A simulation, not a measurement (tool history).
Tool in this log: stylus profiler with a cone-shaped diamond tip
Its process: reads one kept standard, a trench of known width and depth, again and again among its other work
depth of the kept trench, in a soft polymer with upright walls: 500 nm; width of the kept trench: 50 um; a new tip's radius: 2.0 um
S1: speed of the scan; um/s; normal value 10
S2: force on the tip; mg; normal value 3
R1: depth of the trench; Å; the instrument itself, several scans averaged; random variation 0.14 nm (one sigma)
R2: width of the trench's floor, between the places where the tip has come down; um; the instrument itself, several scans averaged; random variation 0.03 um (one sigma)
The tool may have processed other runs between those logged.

{"run": 1, "hour": 0.0, "S1": 10, "S2": 3, "R1": 5069, "R2": 47.3}
{"run": 2, "hour": 75.4, "S1": 10, "S2": 3, "R1": 5067.9, "R2": 47.22}
{"run": 3, "hour": 155.0, "S1": 10, "S2": 3, "R1": 5071.3, "R2": 47.31}
{"run": 4, "hour": 236.4, "S1": 10, "S2": 3, "R1": 5070, "R2": 47.29}
{"run": 5, "hour": 294.9, "S1": 10, "S2": 3, "R1": 5068.4, "R2": 47.27}
{"run": 6, "hour": 351.1, "S1": 10, "S2": 3, "R1": 5066.3, "R2": 47.35}
{"run": 7, "hour": 407.6, "S1": 10, "S2": 3, "R1": 5067.9, "R2": 47.26}
{"run": 8, "hour": 467.8, "S1": 10, "S2": 3, "R1": 5068, "R2": 47.26}
{"run": 9, "hour": 519.4, "S1": 10, "S2": 3, "R1": 5070.7, "R2": 47.25}
{"run": 10, "hour": 577.7, "S1": 10, "S2": 3, "R1": 5069.4, "R2": 47.25}
{"run": 11, "hour": 630.7, "S1": 10, "S2": 3, "R1": 5069, "R2": 47.28}
{"run": 12, "hour": 683.0, "S1": 29, "S2": 3, "R1": 5068.3, "R2": 47.19}
{"hour": 716.3, "done": "height scale calibrated on a step standard"}
{"run": 13, "hour": 734.3, "S1": 29, "S2": 3, "R1": 5068.3, "R2": 47.2}
{"run": 14, "hour": 804.7, "S1": 15, "S2": 3, "R1": 5068.7, "R2": 47.25}
{"run": 15, "hour": 890.3, "S1": 15, "S2": 3, "R1": 5067, "R2": 47.26}
{"run": 16, "hour": 974.9, "S1": 15, "S2": 3, "R1": 5067, "R2": 47.29}
{"run": 17, "hour": 1049.8, "S1": 15, "S2": 4.71, "R1": 5094.4, "R2": 47.3}
{"run": 18, "hour": 1135.0, "S1": 6, "S2": 8.04, "R1": 5132.3, "R2": 47.33}
{"run": 19, "hour": 1175.0, "S1": 18, "S2": 5.06, "R1": 5099.3, "R2": 47.22}
{"run": 20, "hour": 1243.1, "S1": 10, "S2": 7.97, "R1": 5132.6, "R2": 47.28}
{"run": 21, "hour": 1324.3, "S1": 5, "S2": 1.94, "R1": 5051.1, "R2": 47.27}

Predict the results of run 22:
{"hour": 1373.1, "done": "new tip fitted, height scale calibrated"}
{"run": 22, "hour": 1411.0, "S1": 3, "S2": 3, "R1": "?", "R2": "?"}

R1: 5067.5 Å
R2: 47.35 um
The same run, on a tool lacking any hidden state, would have yielded R1 5067.4 Å, R2 47.35 um.

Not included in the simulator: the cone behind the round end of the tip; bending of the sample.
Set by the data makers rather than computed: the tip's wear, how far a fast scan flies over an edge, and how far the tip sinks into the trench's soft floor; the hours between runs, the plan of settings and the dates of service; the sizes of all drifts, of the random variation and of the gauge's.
